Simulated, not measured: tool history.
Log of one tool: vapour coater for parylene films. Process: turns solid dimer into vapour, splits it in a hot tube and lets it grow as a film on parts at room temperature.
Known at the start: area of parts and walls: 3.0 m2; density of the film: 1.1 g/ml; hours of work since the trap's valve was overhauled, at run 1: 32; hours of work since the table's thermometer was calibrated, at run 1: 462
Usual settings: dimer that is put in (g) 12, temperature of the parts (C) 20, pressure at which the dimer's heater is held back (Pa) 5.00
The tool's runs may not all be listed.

run,day,dimer that is put in (g),temperature of the parts (C),pressure at which the dimer's heater is held back (Pa),hours of work since the trap's valve was overhauled,hours of work since the table's thermometer was calibrated,thickness of the film (um)
1,0.000,12,20,5.00,32,462,1.62
2,0.579,12,20,5.00,44,474,1.61
3,0.929,12,20,5.00,51,481,1.63
4,1.250,12,20,5.00,57,488,1.60
5,1.662,12,20,5.00,66,496,1.59
6,2.254,12,20,5.00,78,509,1.59
7,2.642,12,20,5.00,86,517,1.62
8,3.425,12,20,5.00,102,533,1.56
9,4.004,12,20,5.00,114,545,1.54
10,4.471,8,27,5.03,124,554,0.92
11,5.067,9,22,7.34,136,567,1.08
12,5.667,12,21,5.00,149,579,1.57
13,6.262,16,20,3.96,161,592,2.15
14,6.792,20,15,2.33,172,602,3.46
15,7.412,7,20,2.53,185,615,1.06
16,8.021,12,16,9.16,197,628,1.54
17,8.533,12,12,5.00,208,638,1.92

Measured less the same run without the tool's hidden state. The same run-to-run variation is in both; the gauge's scatter may not be:
The hidden state here: vapour lost through the trap's worn valve, %; true temperature of the parts over the reading, C; drift of the gauge itself on film_um, %.
run,thickness of the film (um)
1,-0.03
2,-0.03
3,-0.03
4,-0.03
5,-0.03
6,-0.04
7,-0.04
8,-0.04
9,-0.05
10,-0.03
11,-0.03
12,-0.06
13,-0.09
14,-0.14
15,-0.04
16,-0.07
17,-0.09
